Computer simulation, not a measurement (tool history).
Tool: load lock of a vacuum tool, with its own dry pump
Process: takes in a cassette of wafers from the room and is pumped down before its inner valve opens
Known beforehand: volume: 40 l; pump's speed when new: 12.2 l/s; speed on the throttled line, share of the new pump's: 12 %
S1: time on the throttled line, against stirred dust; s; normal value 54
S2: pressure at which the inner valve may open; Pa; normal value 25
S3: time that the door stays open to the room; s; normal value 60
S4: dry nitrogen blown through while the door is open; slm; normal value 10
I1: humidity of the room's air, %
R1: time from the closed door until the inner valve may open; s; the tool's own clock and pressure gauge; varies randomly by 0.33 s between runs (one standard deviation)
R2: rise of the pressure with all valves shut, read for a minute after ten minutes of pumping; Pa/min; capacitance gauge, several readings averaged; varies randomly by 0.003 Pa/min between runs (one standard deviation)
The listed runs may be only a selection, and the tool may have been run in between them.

Run 1, day 0.000: usual settings; I1 45.9. Result: R1 78.4 s, R2 0.104 Pa/min.
Run 2, day 28.629: usual settings; I1 44.6. Result: R1 78.4 s, R2 0.122 Pa/min.
Run 3, day 46.179: usual settings; I1 41.5. Result: R1 78.9 s, R2 0.134 Pa/min.
Run 4, day 61.550: usual settings; I1 43.7. Result: R1 78.7 s, R2 0.145 Pa/min.
Run 5, day 75.971: usual settings but S1 30 s; I1 42.8. Result: R1 58.4 s, R2 0.157 Pa/min.
Run 6, day 98.542: usual settings but S1 30 s; I1 43.6. Result: R1 58.3 s, R2 0.167 Pa/min.
Run 7, day 110.804: usual settings but S1 30 s; I1 46.2. Result: R1 58.8 s, R2 0.187 Pa/min.
Run 8, day 138.362: usual settings; I1 47.8. Result: R1 79.3 s, R2 0.204 Pa/min.
Run 9, day 166.512: usual settings; I1 46.4. Result: R1 79.3 s, R2 0.229 Pa/min.
Run 10, day 178.400: usual settings; I1 40.3. Result: R1 80.3 s, R2 0.233 Pa/min.
Run 11, day 194.921: usual settings; I1 46.1. Result: R1 80.1 s, R2 0.247 Pa/min.
Run 12, day 215.500: usual settings; I1 43.0. Result: R1 80.1 s, R2 0.272 Pa/min.
Run 13, day 235.379: usual settings; I1 43.5. Result: R1 81.0 s, R2 0.292 Pa/min.
At day 255.888: dry pump taken out, an overhauled one fitted.
Run 14, day 258.758: usual settings; I1 45.8. Result: R1 75.7 s, R2 0.315 Pa/min.
Run 15, day 284.417: usual settings; I1 44.5. Result: R1 75.1 s, R2 0.344 Pa/min.
Run 16, day 306.554: usual settings; I1 47.1. Result: R1 75.9 s, R2 0.369 Pa/min.
Run 17, day 332.225: usual settings but S4 41 slm; I1 47.3. Result: R1 74.9 s, R2 0.369 Pa/min.
Run 18, day 361.133: usual settings but S4 41 slm; I1 46.1. Result: R1 75.2 s, R2 0.417 Pa/min.
Run 19, day 375.288: usual settings but S4 41 slm; I1 47.4. Result: R1 75.5 s, R2 0.426 Pa/min.
Run 20, day 404.329: usual settings but S4 41 slm; I1 42.0. Result: R1 75.2 s, R2 0.476 Pa/min.
Run 21, day 419.588: usual settings but S1 39 s, S3 30 s; I1 44.1. Result: R1 62.3 s, R2 0.507 Pa/min.
Run 22, day 437.912: usual settings but S1 78 s, S3 51 s; I1 45.4. Result: R1 96.5 s, R2 0.546 Pa/min.
Run 23, day 464.188: usual settings but S1 55 s, S3 33 s; I1 46.3. Result: R1 76.9 s, R2 0.582 Pa/min.
Run 24, day 476.721: usual settings but S3 26 s; I1 46.9. Result: R1 76.5 s, R2 0.606 Pa/min.
Run 25, day 503.912: usual settings but S3 26 s; I1 42.9. Result: R1 76.4 s, R2 0.656 Pa/min.
Run 26, day 522.112: usual settings but S1 40 s, S2 44 Pa; I1 45.4. Result: R1 61.8 s, R2 0.690 Pa/min.
At day 528.471: door's seal changed, seat wiped.
Run 27, day 549.188: usual settings but S1 40 s, S2 44 Pa; I1 45.0. Result: R1 62.0 s, R2 0.043 Pa/min.
Run 28, day 570.896: usual settings but S3 56 s, S4 11 slm; I1 44.0. Result: R1 76.5 s, R2 0.047 Pa/min.
Run 29, day 594.429: usual settings but S3 56 s, S4 11 slm; I1 44.5. Result: R1 76.5 s, R2 0.052 Pa/min.
Run 30, day 608.592: usual settings but S3 56 s, S4 11 slm; I1 43.7. Result: R1 76.3 s, R2 0.060 Pa/min.
Run 31, day 629.600: usual settings but S3 56 s, S4 11 slm; I1 45.6. Result: R1 77.2 s, R2 0.072 Pa/min.
Run 32, day 646.262: usual settings but S1 78 s, S2 19 Pa, S3 39 s, S4 42 slm; I1 44.2. Result: R1 99.5 s, R2 0.061 Pa/min.
Run 33, day 670.188: usual settings but S1 91 s, S2 19 Pa, S3 39 s, S4 42 slm; I1 44.5. Result: R1 109.9 s, R2 0.075 Pa/min.
Run 34, day 697.362: usual settings but S1 66 s, S2 33 Pa, S3 42 s, S4 9 slm; I1 41.1. Result: R1 86.6 s, R2 0.110 Pa/min.
Run 35, day 722.438: usual settings but S1 66 s, S2 29 Pa, S3 47 s, S4 9 slm; I1 42.6. Result: R1 87.6 s, R2 0.129 Pa/min.
Run 36, day 741.858: usual settings but S1 60 s, S2 48 Pa, S3 37 s, S4 4 slm; I1 49.6. Result: R1 80.6 s, R2 0.158 Pa/min.
Run 37, day 759.254: usual settings but S1 60 s, S2 48 Pa, S3 37 s, S4 4 slm; I1 50.2. Result: R1 81.1 s, R2 0.167 Pa/min.

Forecast each of these 4 alternatives for the next run:
Run A, day 775.738: usual settings but S1 45 s, S2 48 Pa, S3 37 s, S4 23 slm; I1 49.0. Result: R1 ?, R2 ?.
Run B, day 775.738: usual settings but S1 60 s, S2 24 Pa, S3 37 s, S4 4 slm; I1 42.2. Result: R1 ?, R2 ?.
Run C, day 775.738: usual settings but S1 56 s, S2 48 Pa, S3 37 s, S4 44 slm; I1 44.8. Result: R1 ?, R2 ?.
Run D, day 775.738: usual settings but S1 69 s, S3 106 s; I1 45.2. Result: R1 ?, R2 ?.

run    R1     R2
  A  67.9  0.148
  B  83.0  0.178
  C  77.5  0.139
  D  90.9  0.176
Without the tool's unlogged condition, the same runs would have read:
run    R1     R2
  A  65.2  0.021
  B  80.3  0.049
  C  75.0  0.009
  D  88.3  0.047

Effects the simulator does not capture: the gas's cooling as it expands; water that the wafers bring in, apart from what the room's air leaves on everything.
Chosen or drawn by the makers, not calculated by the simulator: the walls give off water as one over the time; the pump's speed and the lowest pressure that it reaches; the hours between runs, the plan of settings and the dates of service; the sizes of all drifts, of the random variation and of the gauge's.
